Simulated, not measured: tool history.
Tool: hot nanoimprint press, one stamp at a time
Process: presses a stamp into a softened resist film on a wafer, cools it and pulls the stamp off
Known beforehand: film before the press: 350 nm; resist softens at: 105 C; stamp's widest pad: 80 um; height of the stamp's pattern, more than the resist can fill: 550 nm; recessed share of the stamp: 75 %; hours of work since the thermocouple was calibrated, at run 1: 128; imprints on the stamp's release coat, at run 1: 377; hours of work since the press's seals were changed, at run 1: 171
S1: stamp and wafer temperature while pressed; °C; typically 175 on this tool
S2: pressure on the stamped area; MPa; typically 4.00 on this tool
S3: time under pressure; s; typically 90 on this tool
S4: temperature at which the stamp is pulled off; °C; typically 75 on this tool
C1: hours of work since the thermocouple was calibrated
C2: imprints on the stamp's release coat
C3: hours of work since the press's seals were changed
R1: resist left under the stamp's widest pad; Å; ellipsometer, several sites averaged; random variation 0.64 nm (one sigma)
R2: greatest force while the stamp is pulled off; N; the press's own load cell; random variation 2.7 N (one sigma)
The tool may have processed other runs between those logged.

run   hour   S1    S2   S3  S4   C1   C2   C3    R1   R2
  1    0.0  175  4.00   90  75  128  377  171  1999  154
  2   14.6  175  4.00   90  75  138  429  181  1987  152
  3   32.8  175  4.00   90  75  151  493  194  1981  152
  4   49.7  175  4.00   90  75  163  553  205  1965  151
  5   66.9  175  4.00   90  75  175  614  217  1970  153
  6   84.9  175  4.00   90  75  187  677  230  1963  156
  7  103.8  175  4.00   90  75  200  744  243  1969  152
  8  119.2  181  6.10  102  66  211  799  254  1169  178
  9  136.4  171  4.00   90  75  223  859  266  2293  157
 10  144.6  175  4.00   76  75  229  888  271  2052  157
     152.3  -- stamp cleaned and given a new release coat
 11  161.1  183  6.25   78  69  236   31  278  1182  171
 12  172.1  175  4.00   90  73  243   70  286  1939  163
 13  187.3  167  2.47   90  73  254  124  297  2850  161
     190.7  -- gauge calibrated
 14  196.6  175  4.00  118  75  260  157  303  1806  154

Below are 5 alternative next runs, each starting from the tool's condition after run 14. Predict each:
  A  214.8  185  4.00  157  61  273  221  316   ?   ?
  B  214.8  178  5.06   90  77  273  221  316   ?   ?
  C  214.8  183  6.23   90  76  273  221  316   ?   ?
  D  214.8  168  4.00  118  63  273  221  316   ?   ?
  E  214.8  171  4.10   90  75  273  221  316   ?   ?

run    R1   R2
  A   979  192
  B  1584  149
  C  1129  155
  D  2414  188
  E  2305  150
With the hidden condition removed and each run's random variation left untouched, the same runs would have given:
run    R1   R2
  A   984  192
  B  1591  149
  C  1134  155
  D  2425  187
  E  2315  150
